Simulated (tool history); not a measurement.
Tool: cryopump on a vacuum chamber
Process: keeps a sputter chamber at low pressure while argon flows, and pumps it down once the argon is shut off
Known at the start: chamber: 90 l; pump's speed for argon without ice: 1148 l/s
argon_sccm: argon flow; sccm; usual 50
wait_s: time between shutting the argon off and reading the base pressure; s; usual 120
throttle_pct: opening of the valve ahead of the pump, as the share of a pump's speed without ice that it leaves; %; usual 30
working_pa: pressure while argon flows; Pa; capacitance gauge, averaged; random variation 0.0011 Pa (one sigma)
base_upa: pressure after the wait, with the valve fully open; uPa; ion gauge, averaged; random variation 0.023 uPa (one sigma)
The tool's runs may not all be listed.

run,day,argon_sccm,wait_s,throttle_pct,working_pa,base_upa
1,0.000,50,120,30,0.2456,1.54
2,0.488,50,120,42,0.1768,1.61
3,0.971,50,45,30,0.2471,2.40
4,1.475,50,45,30,0.2471,2.40
5,2.175,50,120,30,0.2453,1.62
6,2.767,50,120,30,0.2504,1.65
7,3.383,50,152,30,0.2477,1.54
8,3.875,50,152,30,0.2500,1.54
9,4.450,50,152,30,0.2501,1.55
10,5.038,50,37,30,0.2491,2.71
11,5.829,50,37,30,0.2500,2.76
12,6.554,50,37,30,0.2496,2.83
13,7.125,50,37,30,0.2496,2.70
14,7.542,50,190,30,0.2489,1.52
15,8.300,50,190,30,0.2497,1.52
16,9.012,50,190,30,0.2507,1.63
17,9.792,50,190,30,0.2513,1.59
18,10.333,50,190,30,0.2503,1.59
19,10.783,40,109,48,0.1295,1.77
20,11.208,37,140,20,0.2792,1.72
21,11.800,50,41,51,0.1520,2.72
22,12.400,50,41,56,0.1394,2.75
23,13.179,27,78,29,0.1413,2.10
24,13.667,58,46,31,0.2840,2.59
25,14.412,99,46,32,0.4762,2.70
26,15.129,99,46,32,0.4718,2.59
27,15.767,67,120,31,0.3316,1.93
28,16.212,50,56,39,0.1997,2.48
29,16.662,29,56,18,0.2427,2.46
30,17.183,32,120,30,0.1639,1.96
31,17.879,32,120,30,0.1652,1.94
32,18.642,50,30,32,0.2413,3.31
33,18.996,50,30,32,0.2421,3.28
34,19.454,50,30,32,0.2403,3.44

4 ways to go on from here, each from the tool as it stands after run 34. What would each give?
A,20.012,50,120,29,?,?
B,20.012,50,264,30,?,?
C,20.012,50,30,28,?,?
D,20.012,77,120,39,?,?

run,working_pa,base_upa
A,0.2664,1.93
B,0.2579,1.71
C,0.2787,3.43
D,0.3091,2.04
Without the tool's hidden state the same runs would have given:
run,working_pa,base_upa
A,0.2539,0.69
B,0.2454,0.48
C,0.2661,2.16
D,0.2898,0.78

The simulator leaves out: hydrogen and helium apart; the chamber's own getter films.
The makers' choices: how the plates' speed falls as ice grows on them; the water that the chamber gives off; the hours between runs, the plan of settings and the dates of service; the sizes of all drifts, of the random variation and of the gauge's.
